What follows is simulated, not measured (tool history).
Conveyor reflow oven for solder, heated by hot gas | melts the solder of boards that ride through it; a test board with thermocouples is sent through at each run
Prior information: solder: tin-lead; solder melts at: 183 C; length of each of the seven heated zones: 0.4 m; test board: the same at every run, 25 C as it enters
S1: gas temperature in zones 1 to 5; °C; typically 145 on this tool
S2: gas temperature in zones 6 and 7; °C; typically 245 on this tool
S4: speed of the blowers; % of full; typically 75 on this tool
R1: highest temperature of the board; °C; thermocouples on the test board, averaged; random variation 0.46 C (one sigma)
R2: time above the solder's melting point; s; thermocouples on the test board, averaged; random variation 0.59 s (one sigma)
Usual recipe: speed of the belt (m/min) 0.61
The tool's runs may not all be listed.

{"run": 1, "day": 0.0, "S1": 145, "S2": 245, "speed of the belt (m/min)": 0.61, "S4": 75, "R1": 224.4, "R2": 69.8}
{"run": 2, "day": 2.862, "S1": 145, "S2": 235, "speed of the belt (m/min)": 0.61, "S4": 75, "R1": 215.5, "R2": 61.9}
{"run": 3, "day": 5.196, "S1": 145, "S2": 235, "speed of the belt (m/min)": 0.61, "S4": 75, "R1": 214.6, "R2": 61.9}
{"run": 4, "day": 7.921, "S1": 145, "S2": 235, "speed of the belt (m/min)": 0.61, "S4": 75, "R1": 215.5, "R2": 62.2}
{"day": 10.925, "done": "belt drive overhauled, speed set with a stopwatch"}
{"run": 5, "day": 11.162, "S1": 145, "S2": 245, "speed of the belt (m/min)": 0.61, "S4": 71, "R1": 219.7, "R2": 61.9}
{"run": 6, "day": 13.725, "S1": 145, "S2": 245, "speed of the belt (m/min)": 0.61, "S4": 71, "R1": 219, "R2": 61.6}
{"day": 15.083, "done": "flux residue cleaned out of gas plates and filters"}
{"run": 7, "day": 17.046, "S1": 145, "S2": 245, "speed of the belt (m/min)": 0.61, "S4": 71, "R1": 224.2, "R2": 67.1}
{"run": 8, "day": 20.154, "S1": 145, "S2": 245, "speed of the belt (m/min)": 0.598, "S4": 75, "R1": 225.9, "R2": 70.2}
{"run": 9, "day": 23.842, "S1": 132, "S2": 245, "speed of the belt (m/min)": 0.61, "S4": 75, "R1": 222.2, "R2": 60.4}
{"run": 10, "day": 26.658, "S1": 132, "S2": 245, "speed of the belt (m/min)": 0.61, "S4": 75, "R1": 221.7, "R2": 60}
{"run": 11, "day": 30.338, "S1": 132, "S2": 245, "speed of the belt (m/min)": 0.61, "S4": 75, "R1": 220.6, "R2": 60.1}
{"run": 12, "day": 33.942, "S1": 145, "S2": 245, "speed of the belt (m/min)": 0.61, "S4": 75, "R1": 222.6, "R2": 65.9}
{"day": 35.821, "done": "thermocouples of zones 6 and 7 changed"}
{"run": 13, "day": 36.983, "S1": 145, "S2": 245, "speed of the belt (m/min)": 0.61, "S4": 75, "R1": 223.1, "R2": 65.3}
{"run": 14, "day": 40.717, "S1": 145, "S2": 245, "speed of the belt (m/min)": 0.61, "S4": 75, "R1": 222.3, "R2": 64.6}
{"run": 15, "day": 42.671, "S1": 145, "S2": 245, "speed of the belt (m/min)": 0.61, "S4": 75, "R1": 220.7, "R2": 64.4}
{"run": 16, "day": 44.642, "S1": 144, "S2": 247, "speed of the belt (m/min)": 0.61, "S4": 58, "R1": 217.5, "R2": 60.6}
{"day": 46.438, "done": "flux residue cleaned out of gas plates and filters"}
{"run": 17, "day": 46.733, "S1": 145, "S2": 245, "speed of the belt (m/min)": 0.706, "S4": 56, "R1": 214.4, "R2": 50.1}

Run 18 comes next. What will it give?
{"run": 18, "day": 50.638, "S1": 145, "S2": 255, "speed of the belt (m/min)": 0.573, "S4": 56, "R1": "?", "R2": "?"}

Run 18 produced R1 231.3 °C, R2 76 s.
On a tool with no hidden condition, and with the same random variation, this run would have come out at R1 231.7 °C, R2 74.9 s.

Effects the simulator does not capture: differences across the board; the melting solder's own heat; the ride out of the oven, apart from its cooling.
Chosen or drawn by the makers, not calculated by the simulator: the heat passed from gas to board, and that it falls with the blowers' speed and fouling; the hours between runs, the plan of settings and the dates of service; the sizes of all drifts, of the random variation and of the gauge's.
